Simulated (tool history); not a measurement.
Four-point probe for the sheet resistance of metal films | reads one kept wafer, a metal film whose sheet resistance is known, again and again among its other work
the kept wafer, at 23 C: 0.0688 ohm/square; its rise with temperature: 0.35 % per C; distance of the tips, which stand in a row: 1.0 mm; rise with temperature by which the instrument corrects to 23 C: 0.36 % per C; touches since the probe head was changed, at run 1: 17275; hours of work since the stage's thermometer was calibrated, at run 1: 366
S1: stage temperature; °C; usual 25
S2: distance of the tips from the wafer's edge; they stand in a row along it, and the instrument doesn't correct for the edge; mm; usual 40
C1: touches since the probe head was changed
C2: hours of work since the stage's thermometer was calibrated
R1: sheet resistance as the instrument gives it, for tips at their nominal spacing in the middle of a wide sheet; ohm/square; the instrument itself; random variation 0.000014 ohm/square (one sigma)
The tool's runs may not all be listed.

run 1 hour=0.0 | S1=25 S2=40 | C1=17275 C2=366 | R1=0.068938
run 2 hour=34.7 | S1=25 S2=40 | C1=17729 C2=382 | R1=0.068923
run 3 hour=62.4 | S1=25 S2=40 | C1=18092 C2=394 | R1=0.068964
run 4 hour=103.7 | S1=25 S2=40 | C1=18634 C2=413 | R1=0.068929
run 5 hour=130.6 | S1=25 S2=40 | C1=18986 C2=426 | R1=0.068919
run 6 hour=176.2 | S1=25 S2=40 | C1=19583 C2=447 | R1=0.068925
run 7 hour=200.2 | S1=25 S2=9 | C1=19897 C2=458 | R1=0.069364
run 8 hour=244.7 | S1=25 S2=19 | C1=20480 C2=479 | R1=0.068996
run 9 hour=276.2 | S1=25 S2=16 | C1=20894 C2=493 | R1=0.069057
run 10 hour=322.7 | S1=25 S2=16 | C1=21503 C2=515 | R1=0.069039
run 11 hour=371.7 | S1=25 S2=40 | C1=22144 C2=537 | R1=0.068933
run 12 hour=419.4 | S1=25 S2=20 | C1=22769 C2=559 | R1=0.068974
run 13 hour=452.5 | S1=25 S2=20 | C1=23204 C2=575 | R1=0.068977
run 14 hour=490.3 | S1=25 S2=40 | C1=23698 C2=592 | R1=0.068905
run 15 hour=539.2 | S1=25 S2=40 | C1=24339 C2=615 | R1=0.068883
run 16 hour=573.6 | S1=25 S2=40 | C1=24790 C2=631 | R1=0.068888
run 17 hour=611.4 | S1=35 S2=40 | C1=25285 C2=648 | R1=0.068861
run 18 hour=654.7 | S1=25 S2=28 | C1=25853 C2=668 | R1=0.068932
run 19 hour=681.5 | S1=25 S2=28 | C1=26203 C2=680 | R1=0.068936
run 20 hour=718.1 | S1=29 S2=15 | C1=26683 C2=697 | R1=0.069018
run 21 hour=750.4 | S1=25 S2=6 | C1=27106 C2=712 | R1=0.069875
run 22 hour=779.8 | S1=29 S2=21 | C1=27491 C2=726 | R1=0.068946
run 23 hour=801.7 | S1=19 S2=21 | C1=27778 C2=736 | R1=0.068952
run 24 hour=825.2 | S1=28 S2=37 | C1=28087 C2=747 | R1=0.068860
run 25 hour=848.1 | S1=25 S2=21 | C1=28386 C2=757 | R1=0.068952
run 26 hour=898.3 | S1=34 S2=39 | C1=29044 C2=781 | R1=0.068824
run 27 hour=921.9 | S1=34 S2=39 | C1=29353 C2=791 | R1=0.068859
run 28 hour=961.2 | S1=31 S2=28 | C1=29868 C2=810 | R1=0.068856
run 29 hour=1004.1 | S1=23 S2=8 | C1=30431 C2=829 | R1=0.069428
run 30 hour=1030.4 | S1=34 S2=30 | C1=30775 C2=842 | R1=0.068844
run 31 hour=1058.3 | S1=34 S2=30 | C1=31141 C2=854 | R1=0.068835
run 32 hour=1096.3 | S1=21 S2=5 | C1=31639 C2=872 | R1=0.070309
run 33 hour=1129.2 | S1=21 S2=3 | C1=32069 C2=887 | R1=0.072712
run 34 hour=1166.5 | S1=25 S2=6 | C1=32559 C2=904 | R1=0.069847
run 35 hour=1187.3 | S1=25 S2=6 | C1=32830 C2=914 | R1=0.069808
run 36 hour=1231.9 | S1=25 S2=6 | C1=33415 C2=935 | R1=0.069855
run 37 hour=1272.1 | S1=23 S2=5 | C1=33941 C2=953 | R1=0.070280

Forecast each of these 5 alternatives for the next run:
run A hour=1313.0 | S1=24 S2=6 | C1=34478 C2=972 | R1=?
run B hour=1313.0 | S1=32 S2=8 | C1=34478 C2=972 | R1=?
run C hour=1313.0 | S1=26 S2=28 | C1=34478 C2=972 | R1=?
run D hour=1313.0 | S1=21 S2=6 | C1=34478 C2=972 | R1=?
run E hour=1313.0 | S1=26 S2=40 | C1=34478 C2=972 | R1=?

run=A R1=0.069830
run=B R1=0.069363
run=C R1=0.068861
run=D R1=0.069856
run=E R1=0.068831
Without the tool's hidden state the same runs would have given:
run=A R1=0.069807
run=B R1=0.069339
run=C R1=0.068838
run=D R1=0.069833
run=E R1=0.068808
